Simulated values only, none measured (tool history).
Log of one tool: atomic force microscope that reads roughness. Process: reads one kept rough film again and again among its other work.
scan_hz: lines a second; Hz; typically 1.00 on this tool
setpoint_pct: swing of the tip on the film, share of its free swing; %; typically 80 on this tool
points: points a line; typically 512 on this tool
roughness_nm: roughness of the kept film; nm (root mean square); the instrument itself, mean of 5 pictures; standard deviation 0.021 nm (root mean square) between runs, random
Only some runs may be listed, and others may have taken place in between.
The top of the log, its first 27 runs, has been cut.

run   hour  scan_hz  setpoint_pct  points  pictures with this tip  hours of work since the height scale was calibrated  roughness_nm
     355.5  -- new tip fitted
 28  356.9     1.00            69     752                       1                                                  437         5.116
 29  371.5     2.05            62     367                      14                                                  444         5.117
 30  385.1     2.05            66     717                      27                                                  451         5.039
 31  401.1     2.05            66     717                      42                                                  460         5.057
 32  418.0     2.05            66     717                      58                                                  468         5.090
 33  432.8     0.76            66     546                      71                                                  476         5.222
 34  443.0     2.89            62     278                      81                                                  481         5.018
 35  453.5     1.16            89     908                      91                                                  487         4.883
 36  466.8     1.16            89     908                     103                                                  493         4.877
 37  483.0     3.20            82     512                     118                                                  502         4.562
 38  491.8     3.20            82     512                     126                                                  506         4.557
 39  503.4     1.46            57     340                     137                                                  512         5.173

Predict each of these 3 candidate next runs independently; none follows another, all start after run 39:
  A  516.8     2.12            65     697                     150                                                  519             ?
  B  516.8     2.88            57     340                     150                                                  519             ?
  C  516.8     1.46            89     340                     150                                                  519             ?

run  roughness_nm
  A         5.017
  B         5.056
  C         4.774
With the hidden condition removed and each run's random variation left untouched, the same runs would have given:
run  roughness_nm
  A         5.028
  B         5.067
  C         4.784

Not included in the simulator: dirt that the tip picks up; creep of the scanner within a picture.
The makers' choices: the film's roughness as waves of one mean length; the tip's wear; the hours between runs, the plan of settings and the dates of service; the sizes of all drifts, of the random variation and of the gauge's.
